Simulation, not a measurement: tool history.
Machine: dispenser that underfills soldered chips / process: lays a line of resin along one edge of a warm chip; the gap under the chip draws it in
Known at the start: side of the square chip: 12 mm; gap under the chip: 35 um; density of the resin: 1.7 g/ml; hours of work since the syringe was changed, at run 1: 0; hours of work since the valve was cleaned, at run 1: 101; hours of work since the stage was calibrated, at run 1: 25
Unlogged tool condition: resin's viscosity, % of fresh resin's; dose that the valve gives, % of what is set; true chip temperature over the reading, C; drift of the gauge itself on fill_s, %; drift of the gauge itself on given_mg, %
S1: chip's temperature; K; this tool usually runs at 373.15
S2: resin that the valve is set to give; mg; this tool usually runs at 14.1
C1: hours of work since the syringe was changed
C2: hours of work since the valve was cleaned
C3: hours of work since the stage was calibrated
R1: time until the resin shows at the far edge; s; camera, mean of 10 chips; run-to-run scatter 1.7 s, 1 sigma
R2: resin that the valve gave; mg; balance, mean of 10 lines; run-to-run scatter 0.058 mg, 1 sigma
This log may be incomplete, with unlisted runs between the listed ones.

run   hour      S1    S2  C1   C2   C3     R1     R2
  1      0  373.15  14.1   0  101   25  174.4  13.11
  2    6.3  373.15  14.1   5  106   30  212.9  13.08
       9.1  -- dispensing valve cleaned and set on the balance
      10.6  -- new syringe of resin
  3   10.8  373.15  14.1   0    1   32    170  13.95
  4   16.5  373.15  14.1   4    5   37  206.1  14.02
      20.5  -- new syringe of resin
  5   23.6  373.15  14.1   2   10   42  188.7  14.01
  6   28.5  378.15  14.1   6   14   45  182.7  13.88
      30.3  -- new syringe of resin
  7     35  378.15  14.1   3   19   50  162.8  13.82
  8   39.1  378.15  14.1   7   22   53  190.9  13.88
      40.4  -- new syringe of resin
  9   43.2  378.15  14.1   2   25   56  154.5  13.88
 10   49.1  378.15  14.1   6   29   60  190.6  13.81
      50.4  -- new syringe of resin
 11   54.3  373.15  14.1   3   33   64  195.5  13.76
 12   59.4  373.15  14.1   7   36   68  223.4  13.67
      60.3  -- new syringe of resin
 13   63.2  385.15  14.1   2   39   70  123.6  13.67
      70.1  -- new syringe of resin
 14   71.1  373.15  14.1   1   45   76  180.3   13.7
 15   77.1  373.15  13.8   5   49   81  216.9  13.33
      79.9  -- new syringe of resin
 16   84.4  373.15  13.8   3   54   86  199.4  13.31
      89.9  -- new syringe of resin
 17     92  373.15  14.1   2   60   91  181.2  13.59
 18   95.2  373.15  14.1   4   62   94  200.2  13.38
      99.6  -- new syringe of resin
 19  102.1  373.15  14.1   2   67   99  189.3  13.45
     109.3  -- new syringe of resin
 20  109.7  373.15  14.1   0   73  104  179.2  13.31
 21  117.1  362.15  12.1   6   78  110  351.3  11.48
     119.6  -- new syringe of resin
 22  120.8  382.15  12.6   1   81  112  136.7   11.9
 23  126.3  381.15  12.5   5   85  116  163.5  11.68
     129.5  -- new syringe of resin
 24  130.9  367.15  14.1   1   88  119  224.1  13.27
 25  138.2  364.15  13.4   6   93  125  317.7   12.5
     139.6  -- new syringe of resin
 26    144  383.15  14.1   3   97  129  141.4  13.05
     149.5  -- new syringe of resin
 27  149.7  379.15  17.8   0  102  133  137.6  16.47
 28  152.9  385.15  12.8   3  104  135  127.9  11.87
     157.7  -- dispensing valve cleaned and set on the balance
     160.1  -- new syringe of resin
 29  160.1  383.15  16.3   0    2  140  119.6  16.33
 30  164.8  384.15  12.1   4    5  143  138.1  12.02
 31    169  384.15  12.1   7    8  146  159.2  12.02
     169.9  -- new syringe of resin
 32  175.2  384.15  12.1   4   13  151  141.3  12.03
     179.6  -- new syringe of resin
 33  182.3  365.15  16.3   2   18  156  251.8  16.18
     189.5  -- new syringe of resin
 34    190  361.15  16.3   0   23  161  279.7  16.11
 35  196.8  376.15  14.1   5   28  166  202.5  13.82

What would each run have given without the hidden state, its run-to-run variation left as it was?
run     R1     R2
  1  168.4  14.11
  2  167.3  14.13
  3  168.1  13.97
  4  169.4  14.08
  5  166.2  14.13
  6    137  14.04
  7  138.2  14.01
  8  141.7  14.11
  9  136.5  14.14
 10    139  14.11
 11  169.6   14.1
 12  164.6  14.06
 13  109.5  14.08
 14  169.7  14.17
 15  168.2  13.84
 16  167.4  13.87
 17  165.2  14.22
 18  164.7  14.02
 19  167.4  14.15
 20  169.8  14.06
 21  258.5  12.18
 22  125.9  12.65
 23  125.6  12.45
 24  209.1  14.17
 25  232.6  13.42
 26  117.1  14.06
 27  131.7  17.79
 28  109.3  12.85
 29  116.3   16.3
 30  115.1  12.03
 31  115.9  12.05
 32  116.1  12.11
 33  221.7  16.34
 34  260.8  16.34
 35  151.5  14.07

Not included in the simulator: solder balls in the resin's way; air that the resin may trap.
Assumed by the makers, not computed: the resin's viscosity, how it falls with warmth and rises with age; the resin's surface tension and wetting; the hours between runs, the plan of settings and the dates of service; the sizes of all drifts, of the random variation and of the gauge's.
